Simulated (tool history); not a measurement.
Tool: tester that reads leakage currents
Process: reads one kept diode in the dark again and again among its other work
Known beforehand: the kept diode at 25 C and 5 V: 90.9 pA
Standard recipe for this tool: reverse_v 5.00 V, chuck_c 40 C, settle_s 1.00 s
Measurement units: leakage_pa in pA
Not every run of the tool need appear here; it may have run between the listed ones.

{"run": 1, "hour": 0.0, "reverse_v": 5.0, "chuck_c": 40, "settle_s": 1.0, "leakage_pa": 300.08}
{"run": 2, "hour": 124.2, "reverse_v": 5.0, "chuck_c": 40, "settle_s": 1.0, "leakage_pa": 300.47}
{"run": 3, "hour": 239.4, "reverse_v": 5.0, "chuck_c": 40, "settle_s": 1.0, "leakage_pa": 300.38}
{"run": 4, "hour": 331.7, "reverse_v": 5.0, "chuck_c": 40, "settle_s": 1.0, "leakage_pa": 301.77}
{"run": 5, "hour": 408.4, "reverse_v": 5.0, "chuck_c": 40, "settle_s": 0.43, "leakage_pa": 301.01}
{"run": 6, "hour": 522.9, "reverse_v": 5.0, "chuck_c": 40, "settle_s": 0.43, "leakage_pa": 299.94}
{"run": 7, "hour": 677.9, "reverse_v": 5.0, "chuck_c": 40, "settle_s": 0.43, "leakage_pa": 302.42}
{"hour": 787.6, "done": "probe card cleaned and baked"}
{"hour": 803.5, "done": "tester calibrated"}
{"run": 8, "hour": 829.5, "reverse_v": 5.0, "chuck_c": 23, "settle_s": 0.43, "leakage_pa": 78.17}
{"run": 9, "hour": 930.9, "reverse_v": 5.0, "chuck_c": 40, "settle_s": 1.0, "leakage_pa": 298.67}
{"run": 10, "hour": 1066.9, "reverse_v": 5.0, "chuck_c": 40, "settle_s": 0.3, "leakage_pa": 302.32}
{"run": 11, "hour": 1245.5, "reverse_v": 9.14, "chuck_c": 26, "settle_s": 0.3, "leakage_pa": 125.63}
{"run": 12, "hour": 1353.5, "reverse_v": 1.77, "chuck_c": 44, "settle_s": 0.7, "leakage_pa": 287.37}
{"run": 13, "hour": 1479.9, "reverse_v": 1.77, "chuck_c": 44, "settle_s": 0.7, "leakage_pa": 287.26}
{"run": 14, "hour": 1664.1, "reverse_v": 1.62, "chuck_c": 50, "settle_s": 1.31, "leakage_pa": 431.67}
{"run": 15, "hour": 1786.7, "reverse_v": 1.05, "chuck_c": 39, "settle_s": 4.15, "leakage_pa": 166.79}
{"hour": 1860.8, "done": "chuck's temperature calibrated"}
{"run": 16, "hour": 1866.6, "reverse_v": 3.37, "chuck_c": 40, "settle_s": 0.36, "leakage_pa": 263.63}
{"run": 17, "hour": 1976.0, "reverse_v": 3.5, "chuck_c": 40, "settle_s": 1.0, "leakage_pa": 266.68}
{"run": 18, "hour": 2086.7, "reverse_v": 1.08, "chuck_c": 40, "settle_s": 0.83, "leakage_pa": 181.21}
{"run": 19, "hour": 2187.8, "reverse_v": 6.19, "chuck_c": 47, "settle_s": 1.57, "leakage_pa": 538.12}

Below are 5 alternative next runs, each starting from the tool's condition after run 19. Predict each:
{"run": "A", "hour": 2328.2, "reverse_v": 4.46, "chuck_c": 47, "settle_s": 2.73, "leakage_pa": "?"}
{"run": "B", "hour": 2328.2, "reverse_v": 12.51, "chuck_c": 41, "settle_s": 1.57, "leakage_pa": "?"}
{"run": "C", "hour": 2328.2, "reverse_v": 2.49, "chuck_c": 37, "settle_s": 1.57, "leakage_pa": "?"}
{"run": "D", "hour": 2328.2, "reverse_v": 15.55, "chuck_c": 45, "settle_s": 3.01, "leakage_pa": "?"}
{"run": "E", "hour": 2328.2, "reverse_v": 2.06, "chuck_c": 54, "settle_s": 6.61, "leakage_pa": "?"}

run=A leakage_pa=486.18
run=B leakage_pa=436.70
run=C leakage_pa=189.56
run=D leakage_pa=630.15
run=E leakage_pa=618.88
With the hidden condition removed and each run's random variation left untouched, the same runs would have given:
run=A leakage_pa=486.43
run=B leakage_pa=436.92
run=C leakage_pa=189.66
run=D leakage_pa=630.46
run=E leakage_pa=619.18

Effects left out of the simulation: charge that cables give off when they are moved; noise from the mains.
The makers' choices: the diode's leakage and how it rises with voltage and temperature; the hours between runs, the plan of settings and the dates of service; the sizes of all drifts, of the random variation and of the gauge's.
